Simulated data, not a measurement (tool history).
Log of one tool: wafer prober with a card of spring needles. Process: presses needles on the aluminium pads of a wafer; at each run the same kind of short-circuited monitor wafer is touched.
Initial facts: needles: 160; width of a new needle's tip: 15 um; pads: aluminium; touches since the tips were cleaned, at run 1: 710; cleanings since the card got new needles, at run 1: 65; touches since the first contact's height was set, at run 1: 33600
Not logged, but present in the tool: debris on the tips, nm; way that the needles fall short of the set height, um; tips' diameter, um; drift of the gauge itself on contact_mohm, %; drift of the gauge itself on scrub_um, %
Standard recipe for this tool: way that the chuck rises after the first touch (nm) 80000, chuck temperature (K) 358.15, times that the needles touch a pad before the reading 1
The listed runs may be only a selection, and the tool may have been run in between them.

run,hour,way that the chuck rises after the first touch (nm),chuck temperature (K),times that the needles touch a pad before the reading,touches since the tips were cleaned,cleanings since the card got new needles,touches since the first contact's height was set,resistance of one needle with its contact and lead (mohm),way that a needle slides on the pad (nm)
1,0,80000,358.15,1,710,65,33600,285,17990
# hour 16.1: tips cleaned on abrasive film
# hour 36.2: tips cleaned on abrasive film
# hour 56.3: tips cleaned on abrasive film
2,56.3,80000,308.15,1,0,68,54503,274,17960
# hour 76.4: tips cleaned on abrasive film
# hour 96.5: tips cleaned on abrasive film
# hour 116.7: tips cleaned on abrasive film
3,118.9,80000,306.15,1,844,71,77773,268,17930
# hour 135: tips cleaned on abrasive film
# hour 155.1: tips cleaned on abrasive film
# hour 175.3: tips cleaned on abrasive film
# hour 191.4: tips cleaned on abrasive film
# hour 211.5: tips cleaned on abrasive film
4,215.9,62000,306.15,1,1645,76,113798,278,13850
# hour 228: tips cleaned on abrasive film
# hour 244.1: tips cleaned on abrasive film
# hour 264.2: tips cleaned on abrasive film
# hour 280.3: tips cleaned on abrasive film
# hour 300.5: tips cleaned on abrasive film
5,309.5,80000,358.15,1,3359,81,148544,286,17830
# hour 317.6: tips cleaned on abrasive film
# hour 333.7: tips cleaned on abrasive film
# hour 352: tips cleaned on abrasive film
6,352,80000,358.15,1,0,84,164322,290,17810
# hour 368.1: tips cleaned on abrasive film
# hour 388.3: tips cleaned on abrasive film
# hour 404.4: tips cleaned on abrasive film
# hour 424.5: tips cleaned on abrasive film
# hour 442.9: tips cleaned on abrasive film
7,442.9,80000,388.15,1,0,89,198081,298,17810
# hour 463.1: tips cleaned on abrasive film
# hour 483.2: tips cleaned on abrasive film
# hour 499.5: height of the first contact set anew
# hour 503.6: tips cleaned on abrasive film
8,511.2,80000,358.15,1,2836,92,4332,289,17750
# hour 523.3: tips cleaned on abrasive film
# hour 543.4: tips cleaned on abrasive film
# hour 563.6: tips cleaned on abrasive film
# hour 583.7: tips cleaned on abrasive film
9,587.1,80000,358.15,1,1277,96,32518,290,17710
# hour 603.2: tips cleaned on abrasive film
# hour 623.3: tips cleaned on abrasive film
# hour 643.4: tips cleaned on abrasive film
# hour 663.6: tips cleaned on abrasive film
# hour 683: tips cleaned on abrasive film
10,683,80000,358.15,1,0,101,68133,286,17700
# hour 703.1: tips cleaned on abrasive film
# hour 719.2: tips cleaned on abrasive film
# hour 739.3: tips cleaned on abrasive film
11,747.9,75000,358.15,1,3196,104,92259,284,16590
# hour 756: tips cleaned on abrasive film
# hour 776.1: tips cleaned on abrasive film
# hour 796.3: tips cleaned on abrasive film
# hour 816.4: tips cleaned on abrasive film
12,829.9,60000,358.15,1,5046,108,122723,290,13230
# hour 834: tips cleaned on abrasive film
# hour 854.1: tips cleaned on abrasive film
# hour 874.2: tips cleaned on abrasive film
13,888.1,60000,358.15,1,5168,111,144336,293,13230
# hour 892.2: tips cleaned on abrasive film
# hour 912.3: tips cleaned on abrasive film
# hour 929.7: tips cleaned on abrasive film
14,929.7,60000,350.15,3,0,114,159761,290,13210

Estimate the outcome of run 15 from the log above:
# hour 949.8: tips cleaned on abrasive film
# hour 965.9: tips cleaned on abrasive film
# hour 986: tips cleaned on abrasive film
15,995.3,64000,350.15,1,3444,117,184133,?,?

Run 15 produced resistance of one needle with its contact and lead (mohm) 286, way that a needle slides on the pad (nm) 14070.
On a tool with no hidden condition, and with the same random variation, this run would have come out at resistance of one needle with its contact and lead (mohm) 285, way that a needle slides on the pad (nm) 14380.
